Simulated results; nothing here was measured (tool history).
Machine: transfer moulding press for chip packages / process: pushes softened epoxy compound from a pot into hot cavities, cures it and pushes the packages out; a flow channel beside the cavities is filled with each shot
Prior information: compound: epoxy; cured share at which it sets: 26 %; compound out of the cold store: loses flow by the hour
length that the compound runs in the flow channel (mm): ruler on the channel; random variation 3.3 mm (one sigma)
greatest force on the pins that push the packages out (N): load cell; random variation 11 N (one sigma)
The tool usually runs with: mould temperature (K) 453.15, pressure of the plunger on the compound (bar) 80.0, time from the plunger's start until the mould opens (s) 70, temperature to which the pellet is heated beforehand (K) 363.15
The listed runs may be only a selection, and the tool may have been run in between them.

run,hour,mould temperature (K),pressure of the plunger on the compound (bar),time from the plunger's start until the mould opens (s),temperature to which the pellet is heated beforehand (K),incoming compound's hours out of the cold store,length that the compound runs in the flow channel (mm),greatest force on the pins that push the packages out (N)
1,0.0,453.15,80.0,70,363.15,37.4,593,505
# hour 46.1: cavities cleaned with cleaning compound and waxed
2,68.9,453.15,80.0,70,363.15,38.9,592,492
# hour 118.5: cavities cleaned with cleaning compound and waxed
# hour 141.7: plunger's sealing rings changed
3,141.7,459.15,80.0,70,363.15,41.6,570,457
# hour 193.7: cavities cleaned with cleaning compound and waxed
4,210.4,459.15,80.0,70,363.15,22.0,655,455
# hour 265.4: cavities cleaned with cleaning compound and waxed
5,282.4,459.15,80.0,70,371.15,32.5,610,450
# hour 342.2: cavities cleaned with cleaning compound and waxed
6,363.7,459.15,80.0,52,371.15,45.6,549,523
# hour 417.2: plunger's sealing rings changed
# hour 418.7: cavities cleaned with cleaning compound and waxed
7,432.8,459.15,80.0,52,353.15,12.8,699,614
# hour 492.0: cavities cleaned with cleaning compound and waxed
8,515.1,456.15,80.0,70,363.15,40.7,577,464
# hour 567.2: cavities cleaned with cleaning compound and waxed
9,568.5,456.15,80.0,70,363.15,20.4,669,485
10,626.6,453.15,97.6,70,363.15,31.3,691,491
# hour 644.0: cavities cleaned with cleaning compound and waxed
11,684.0,453.15,97.6,70,363.15,8.1,806,503
# hour 698.3: plunger's sealing rings changed
# hour 722.5: cavities cleaned with cleaning compound and waxed
12,733.7,453.15,97.6,70,363.15,13.7,778,491
# hour 797.3: cavities cleaned with cleaning compound and waxed
13,805.1,453.15,77.0,70,363.15,10.9,706,511
# hour 870.2: cavities cleaned with cleaning compound and waxed
14,870.2,453.15,77.0,85,358.15,21.1,662,453
15,931.1,454.15,86.6,51,363.15,8.8,761,852
# hour 947.9: cavities cleaned with cleaning compound and waxed
# hour 979.5: plunger's sealing rings changed
16,990.1,455.15,93.3,68,363.15,29.3,677,493
# hour 1022.5: cavities cleaned with cleaning compound and waxed
17,1036.7,455.15,69.4,68,363.15,15.9,645,484
18,1086.3,455.15,71.3,68,355.15,40.4,549,462
# hour 1094.5: cavities cleaned with cleaning compound and waxed
19,1140.8,455.15,71.3,68,355.15,9.3,691,485
# hour 1170.7: cavities cleaned with cleaning compound and waxed
# hour 1186.3: mould's thermocouples calibrated
20,1208.0,455.15,71.3,68,355.15,30.6,590,490
# hour 1247.2: cavities cleaned with cleaning compound and waxed
# hour 1258.9: plunger's sealing rings changed
21,1258.9,455.15,71.3,68,355.15,26.9,605,486
22,1317.9,453.15,68.6,70,368.15,15.3,649,499
# hour 1324.8: cavities cleaned with cleaning compound and waxed
23,1367.2,458.15,68.6,54,364.15,31.7,566,541
# hour 1399.2: cavities cleaned with cleaning compound and waxed
24,1421.1,461.15,62.1,55,369.15,39.9,505,497
# hour 1473.6: cavities cleaned with cleaning compound and waxed
25,1484.4,453.15,63.7,79,373.15,11.4,643,472
26,1525.8,453.15,96.6,70,363.15,24.5,720,492

Each row is a separate what-if for the run after 26, all from the same tool condition, not one after another. Results?
# hour 1536.5: plunger's sealing rings changed
# hour 1549.2: cavities cleaned with cleaning compound and waxed
A,1603.7,453.15,86.6,70,368.15,17.8,?,?
# hour 1536.5: plunger's sealing rings changed
# hour 1549.2: cavities cleaned with cleaning compound and waxed
B,1603.7,461.15,75.2,70,363.15,26.2,?,?
# hour 1536.5: plunger's sealing rings changed
# hour 1549.2: cavities cleaned with cleaning compound and waxed
C,1603.7,450.15,87.7,70,363.15,14.9,?,?
# hour 1536.5: plunger's sealing rings changed
# hour 1549.2: cavities cleaned with cleaning compound and waxed
D,1603.7,453.15,96.6,63,360.15,33.1,?,?

run,length that the compound runs in the flow channel (mm),greatest force on the pins that push the packages out (N)
A,713,498
B,617,454
C,736,568
D,673,566
Had the tool no hidden state, the same runs would have come out as:
run,length that the compound runs in the flow channel (mm),greatest force on the pins that push the packages out (N)
A,713,494
B,618,451
C,736,564
D,673,562
